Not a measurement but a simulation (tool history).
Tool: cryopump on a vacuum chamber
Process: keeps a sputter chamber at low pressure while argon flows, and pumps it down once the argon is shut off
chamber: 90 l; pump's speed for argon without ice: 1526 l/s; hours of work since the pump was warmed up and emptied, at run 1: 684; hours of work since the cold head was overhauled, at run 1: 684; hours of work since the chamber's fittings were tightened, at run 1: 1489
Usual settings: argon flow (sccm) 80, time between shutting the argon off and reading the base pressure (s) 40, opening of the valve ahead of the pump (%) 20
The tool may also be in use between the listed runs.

run	hour	argon flow (sccm)	time between shutting the argon off and reading the base pressure (s)	opening of the valve ahead of the pump (%)	hours of work since the pump was warmed up and emptied	hours of work since the cold head was overhauled	hours of work since the chamber's fittings were tightened	pressure while argon flows (Pa)	pressure after the wait (uPa)
1	0	80	40	20	684	684	1489	0.4611	2.42
2	18.3	89	40	20	699	699	1504	0.5108	2.46
3	33	89	40	20	711	711	1516	0.5089	2.49
4	49.1	80	40	20	724	724	1529	0.4616	2.47
5	69.9	80	40	20	741	741	1546	0.4609	2.45
6	85.4	80	40	20	754	754	1558	0.4599	2.51
7	114.6	80	40	20	777	777	1582	0.462	2.5
8	139.7	80	40	20	798	798	1603	0.4615	2.48
9	151.6	80	40	20	808	808	1612	0.4608	2.52
10	180	80	40	20	831	831	1636	0.4643	2.48
11	209	80	40	20	855	855	1659	0.4662	2.53
12	232.2	80	40	20	873	873	1678	0.4629	2.54
13	251.6	80	40	20	889	889	1694	0.4635	2.56
14	274.3	80	40	20	908	908	1713	0.4659	2.63
15	296.7	80	40	20	926	926	1731	0.462	2.63
16	309.7	80	40	20	937	937	1742	0.4667	2.54
# hour 334.1: pump warmed up, emptied and cooled again
17	341.5	80	40	20	6	959	1763	0.4463	2.36
18	358.7	80	40	20	20	973	1778	0.4422	2.46
19	377.3	40	34	26	35	988	1793	0.1701	2.68
20	406.5	124	257	20	59	1012	1817	0.6901	1.14
# hour 417.9: leaking fittings of the chamber tightened, without venting
21	425.1	82	24	19	73	1025	6	0.4808	2.8
22	451.8	45	141	20	95	1047	28	0.2505	0.69
23	469.5	38	41	23	109	1062	42	0.1851	1.69
24	497.1	35	41	20	132	1084	65	0.1948	1.7
25	514.8	35	41	20	146	1099	79	0.1957	1.76
26	529.7	35	41	20	158	1111	91	0.1967	1.81
27	547.8	112	40	20	173	1125	106	0.6244	1.78
28	567.9	112	40	22	189	1142	123	0.5703	1.79
29	588.8	80	40	18	206	1159	140	0.4993	1.81
30	617.1	80	92	46	230	1182	163	0.1983	0.98
31	636.2	80	40	20	245	1198	178	0.4518	1.83

The next listed run, before its measurement:
32	654.3	95	93	20	260	1212	193	?	?

pressure while argon flows (Pa): 0.5328
pressure after the wait (uPa): 1.01
Without the tool's hidden state the same run would have given pressure while argon flows (Pa) 0.5247, pressure after the wait (uPa) 0.9.

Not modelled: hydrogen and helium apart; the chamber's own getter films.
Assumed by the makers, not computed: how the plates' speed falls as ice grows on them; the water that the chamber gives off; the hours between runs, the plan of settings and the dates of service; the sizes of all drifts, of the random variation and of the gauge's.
